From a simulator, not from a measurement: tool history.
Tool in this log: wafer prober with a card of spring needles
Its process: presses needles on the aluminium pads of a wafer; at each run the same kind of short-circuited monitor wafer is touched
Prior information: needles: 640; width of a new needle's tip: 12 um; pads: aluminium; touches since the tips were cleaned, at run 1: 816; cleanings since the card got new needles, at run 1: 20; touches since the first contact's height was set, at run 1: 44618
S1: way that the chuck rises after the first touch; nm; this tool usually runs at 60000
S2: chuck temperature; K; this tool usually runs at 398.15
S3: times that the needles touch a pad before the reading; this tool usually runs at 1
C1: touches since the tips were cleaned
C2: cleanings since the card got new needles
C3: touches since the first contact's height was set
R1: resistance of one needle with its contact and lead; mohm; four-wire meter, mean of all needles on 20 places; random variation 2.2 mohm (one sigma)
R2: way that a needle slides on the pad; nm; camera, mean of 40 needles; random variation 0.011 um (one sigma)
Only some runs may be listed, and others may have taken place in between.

| run | hour | S1 | S2 | S3 | C1 | C2 | C3 | R1 | R2 |
|---|---|---|---|---|---|---|---|---|---|
| 1 | 0 | 60000 | 398.15 | 1 | 816 | 20 | 44618 | 248 | 11780 |
| 2 | 18.1 | 60000 | 398.15 | 1 | 4716 | 20 | 48518 | 268 | 11770 |
|  | 19.7 | tips cleaned on abrasive film |
| 3 | 31.5 | 52000 | 398.15 | 1 | 2544 | 21 | 51381 | 264 | 10160 |
| 4 | 41.5 | 60000 | 302.15 | 1 | 4686 | 21 | 53523 | 243 | 11760 |
|  | 44.2 | tips cleaned on abrasive film |
| 5 | 60.1 | 60000 | 398.15 | 1 | 3420 | 22 | 57504 | 262 | 11750 |
|  | 68.7 | tips cleaned on abrasive film |
| 6 | 78.4 | 60000 | 398.15 | 1 | 2080 | 23 | 61429 | 260 | 11740 |
|  | 90.3 | height of the first contact set anew |
|  | 93.4 | tips cleaned on abrasive film |
| 7 | 93.4 | 60000 | 398.15 | 1 | 0 | 24 | 645 | 250 | 11910 |
| 8 | 107.6 | 49000 | 376.15 | 1 | 3052 | 24 | 3697 | 271 | 9700 |
|  | 117.1 | tips cleaned on abrasive film |
| 9 | 125.3 | 60000 | 398.15 | 1 | 1771 | 25 | 7500 | 255 | 11870 |
| 10 | 136.1 | 60000 | 398.15 | 1 | 4086 | 25 | 9815 | 263 | 11890 |
|  | 140.6 | tips cleaned on abrasive film |
| 11 | 145.2 | 78000 | 398.15 | 1 | 1002 | 26 | 11763 | 249 | 15420 |
| 12 | 157.2 | 56000 | 322.15 | 2 | 3572 | 26 | 14333 | 241 | 11060 |
|  | 164.7 | tips cleaned on abrasive film |
| 13 | 172.9 | 41000 | 340.15 | 2 | 1759 | 27 | 17687 | 251 | 8080 |
|  | 189 | tips cleaned on abrasive film |
| 14 | 190.1 | 41000 | 319.15 | 1 | 220 | 28 | 21368 | 241 | 8060 |

Consider 4 possible next runs. They are alternatives, not a sequence: every one starts from the tool as it was left by run 14. What does each give?
| A | 200.1 | 47000 | 308.15 | 2 | 2383 | 28 | 23531 | ? | ? |
| B | 200.1 | 59000 | 385.15 | 1 | 2383 | 28 | 23531 | ? | ? |
| C | 200.1 | 41000 | 319.15 | 1 | 2383 | 28 | 23531 | ? | ? |
| D | 200.1 | 60000 | 398.15 | 2 | 2383 | 28 | 23531 | ? | ? |

| run | R1 | R2 |
|---|---|---|
| A | 241 | 9240 |
| B | 258 | 11620 |
| C | 265 | 8080 |
| D | 255 | 11840 |
Stripped of hidden state, with their random variation kept, the same runs would have yielded:
| run | R1 | R2 |
|---|---|---|
| A | 225 | 9310 |
| B | 242 | 11690 |
| C | 233 | 8150 |
| D | 245 | 11910 |
